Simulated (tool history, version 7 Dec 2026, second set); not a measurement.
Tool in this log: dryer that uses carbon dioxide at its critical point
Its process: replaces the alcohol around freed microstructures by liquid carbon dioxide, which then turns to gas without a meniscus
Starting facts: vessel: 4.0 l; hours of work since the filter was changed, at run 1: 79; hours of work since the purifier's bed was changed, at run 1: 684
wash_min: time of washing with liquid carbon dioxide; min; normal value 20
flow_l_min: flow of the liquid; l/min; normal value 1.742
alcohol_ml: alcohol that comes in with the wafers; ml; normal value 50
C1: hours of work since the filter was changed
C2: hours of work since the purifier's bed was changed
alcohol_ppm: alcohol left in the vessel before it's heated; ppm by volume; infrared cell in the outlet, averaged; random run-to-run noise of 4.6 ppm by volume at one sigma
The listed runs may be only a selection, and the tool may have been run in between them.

{"run": 1, "hour": 0.0, "wash_min": 20, "flow_l_min": 1.742, "alcohol_ml": 50, "C1": 79, "C2": 684, "alcohol_ppm": 36}
{"run": 2, "hour": 34.4, "wash_min": 20, "flow_l_min": 1.742, "alcohol_ml": 50, "C1": 103, "C2": 709, "alcohol_ppm": 51}
{"run": 3, "hour": 66.6, "wash_min": 23, "flow_l_min": 1.742, "alcohol_ml": 50, "C1": 127, "C2": 732, "alcohol_ppm": 42}
{"run": 4, "hour": 101.2, "wash_min": 23, "flow_l_min": 1.742, "alcohol_ml": 50, "C1": 152, "C2": 757, "alcohol_ppm": 46}
{"run": 5, "hour": 123.3, "wash_min": 23, "flow_l_min": 1.742, "alcohol_ml": 50, "C1": 167, "C2": 773, "alcohol_ppm": 39}
{"run": 6, "hour": 148.1, "wash_min": 23, "flow_l_min": 1.742, "alcohol_ml": 50, "C1": 185, "C2": 791, "alcohol_ppm": 46}
{"run": 7, "hour": 163.9, "wash_min": 19, "flow_l_min": 1.08, "alcohol_ml": 27, "C1": 197, "C2": 802, "alcohol_ppm": 124}
{"run": 8, "hour": 185.6, "wash_min": 15, "flow_l_min": 1.97, "alcohol_ml": 92, "C1": 212, "C2": 818, "alcohol_ppm": 91}
{"run": 9, "hour": 211.1, "wash_min": 15, "flow_l_min": 1.97, "alcohol_ml": 92, "C1": 231, "C2": 836, "alcohol_ppm": 82}
{"run": 10, "hour": 237.5, "wash_min": 18, "flow_l_min": 1.49, "alcohol_ml": 76, "C1": 250, "C2": 855, "alcohol_ppm": 113}
{"run": 11, "hour": 254.8, "wash_min": 15, "flow_l_min": 1.49, "alcohol_ml": 34, "C1": 262, "C2": 867, "alcohol_ppm": 118}
{"run": 12, "hour": 273.4, "wash_min": 20, "flow_l_min": 1.742, "alcohol_ml": 78, "C1": 275, "C2": 881, "alcohol_ppm": 61}

What if the next run were any one of these 4? Each begins from the tool's condition after run 12:
{"run": "A", "hour": 293.4, "wash_min": 30, "flow_l_min": 1.12, "alcohol_ml": 53, "C1": 290, "C2": 895, "alcohol_ppm": "?"}
{"run": "B", "hour": 293.4, "wash_min": 15, "flow_l_min": 1.05, "alcohol_ml": 27, "C1": 290, "C2": 895, "alcohol_ppm": "?"}
{"run": "C", "hour": 293.4, "wash_min": 12, "flow_l_min": 2.47, "alcohol_ml": 93, "C1": 290, "C2": 895, "alcohol_ppm": "?"}
{"run": "D", "hour": 293.4, "wash_min": 12, "flow_l_min": 1.742, "alcohol_ml": 78, "C1": 290, "C2": 895, "alcohol_ppm": "?"}

run=A alcohol_ppm=53
run=B alcohol_ppm=311
run=C alcohol_ppm=98
run=D alcohol_ppm=306
Without the tool's unlogged condition, the same runs would have read:
run=A alcohol_ppm=6
run=B alcohol_ppm=183
run=C alcohol_ppm=31
run=D alcohol_ppm=158

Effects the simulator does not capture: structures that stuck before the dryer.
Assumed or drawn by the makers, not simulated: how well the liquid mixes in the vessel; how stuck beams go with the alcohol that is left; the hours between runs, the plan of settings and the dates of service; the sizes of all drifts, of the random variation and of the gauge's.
